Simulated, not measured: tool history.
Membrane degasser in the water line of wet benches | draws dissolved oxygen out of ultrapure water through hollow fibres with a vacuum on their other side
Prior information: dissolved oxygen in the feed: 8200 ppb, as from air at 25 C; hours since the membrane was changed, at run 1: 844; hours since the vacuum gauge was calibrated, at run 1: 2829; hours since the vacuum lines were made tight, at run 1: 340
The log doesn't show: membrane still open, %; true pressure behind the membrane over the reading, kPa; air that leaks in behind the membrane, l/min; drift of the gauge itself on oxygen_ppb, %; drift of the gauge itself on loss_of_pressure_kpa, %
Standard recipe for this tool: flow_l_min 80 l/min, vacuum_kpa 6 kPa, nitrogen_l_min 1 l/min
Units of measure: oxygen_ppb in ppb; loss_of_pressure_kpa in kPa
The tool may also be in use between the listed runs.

| run | hour | flow_l_min | vacuum_kpa | nitrogen_l_min | hours since the membrane was changed | hours since the vacuum gauge was calibrated | hours since the vacuum lines were made tight | oxygen_ppb | loss_of_pressure_kpa |
|---|---|---|---|---|---|---|---|---|---|
| 1 | 0 | 80 | 6 | 1 | 844 | 2829 | 340 | 408.3 | 41.83 |
| 2 | 54.1 | 80 | 6 | 1 | 898 | 2883 | 394 | 411.5 | 41.61 |
| 3 | 95 | 98 | 6 | 1 | 939 | 2924 | 435 | 486.9 | 50.89 |
| 4 | 141.9 | 94 | 6 | 1 | 986 | 2971 | 482 | 463.1 | 48.86 |
| 5 | 188.3 | 94 | 6 | 1 | 1033 | 3017 | 529 | 463 | 49.03 |
| 6 | 237.4 | 94 | 6 | 1 | 1082 | 3066 | 578 | 462.5 | 48.86 |
| 7 | 300.9 | 94 | 6 | 0.68 | 1145 | 3130 | 641 | 569.2 | 49.16 |
| 8 | 355.2 | 94 | 6 | 0.68 | 1199 | 3184 | 695 | 563.8 | 49.27 |
| 9 | 412.6 | 80 | 6 | 1 | 1257 | 3241 | 753 | 413.5 | 41.87 |
| 10 | 486.3 | 80 | 6 | 1 | 1331 | 3315 | 827 | 403.6 | 41.66 |
| 11 | 533.9 | 80 | 6 | 0.86 | 1378 | 3363 | 874 | 453.4 | 41.71 |
| 12 | 619.1 | 80 | 8.13 | 0.86 | 1463 | 3448 | 959 | 731.1 | 42.02 |
| 13 | 674.8 | 80 | 8.13 | 0.86 | 1519 | 3504 | 1015 | 727.9 | 41.73 |
| 14 | 725.9 | 80 | 8.13 | 2.58 | 1570 | 3555 | 1066 | 361.3 | 42.09 |
| 15 | 795.4 | 80 | 8.13 | 2.58 | 1640 | 3624 | 1136 | 356.7 | 41.95 |
| 16 | 840 | 80 | 8.13 | 2.58 | 1684 | 3669 | 1180 | 357.8 | 41.66 |
| 17 | 919.7 | 90 | 4.34 | 1.21 | 1764 | 3748 | 1260 | 209.9 | 47.26 |
| 18 | 1002.9 | 80 | 9.73 | 0.44 | 1847 | 3832 | 1343 | 1330.8 | 41.73 |
| 19 | 1087.4 | 55 | 12.82 | 0.44 | 1932 | 3916 | 1428 | 1518.2 | 29.16 |
| 20 | 1161.8 | 55 | 12.82 | 0.44 | 2006 | 3991 | 1502 | 1538.4 | 28.64 |
| 21 | 1226.5 | 124 | 6 | 1 | 2071 | 4055 | 1567 | 573.9 | 65.22 |
| 22 | 1313.8 | 121 | 6 | 1 | 2158 | 4142 | 1654 | 570.9 | 63.36 |
| 23 | 1371.9 | 92 | 13.05 | 2.17 | 2216 | 4201 | 1712 | 828 | 48.35 |
| 24 | 1439.6 | 92 | 13.05 | 2.17 | 2284 | 4268 | 1780 | 817.5 | 48.71 |
| 25 | 1515.9 | 80 | 6 | 1.69 | 2360 | 4345 | 1856 | 304.7 | 41.93 |
| 26 | 1572.2 | 64 | 6.35 | 1 | 2416 | 4401 | 1912 | 388.1 | 33.65 |
| 27 | 1615.4 | 72 | 5.11 | 2.49 | 2460 | 4444 | 1956 | 158.3 | 38.13 |
| 28 | 1655.4 | 72 | 5.11 | 2.49 | 2500 | 4484 | 1996 | 159.5 | 38.08 |
| 29 | 1740.1 | 126 | 13.93 | 2.82 | 2584 | 4569 | 2080 | 968.1 | 66.3 |
| 30 | 1791.9 | 126 | 13.93 | 2.82 | 2636 | 4621 | 2132 | 948.1 | 65.94 |
| 31 | 1854.8 | 126 | 13.93 | 2.82 | 2699 | 4684 | 2195 | 950.3 | 66.27 |

4 options for the next run, each taken on its own from the tool as it stands now. Forecast them:
| A | 1914.4 | 61 | 5.1 | 1.25 | 2759 | 4743 | 2255 | ? | ? |
| B | 1914.4 | 126 | 8.13 | 2.92 | 2759 | 4743 | 2255 | ? | ? |
| C | 1914.4 | 97 | 12.21 | 1.56 | 2759 | 4743 | 2255 | ? | ? |
| D | 1914.4 | 83 | 4.26 | 2.82 | 2759 | 4743 | 2255 | ? | ? |

| run | oxygen_ppb | loss_of_pressure_kpa |
|---|---|---|
| A | 212.4 | 32.12 |
| B | 503.9 | 66.76 |
| C | 1000.3 | 50.83 |
| D | 123.5 | 43.53 |
Take away the tool's hidden state, keep each run's random variation, and the runs would have read:
| run | oxygen_ppb | loss_of_pressure_kpa |
|---|---|---|
| A | 199.2 | 31.55 |
| B | 487.7 | 65.57 |
| C | 985.3 | 49.93 |
| D | 111.8 | 42.76 |
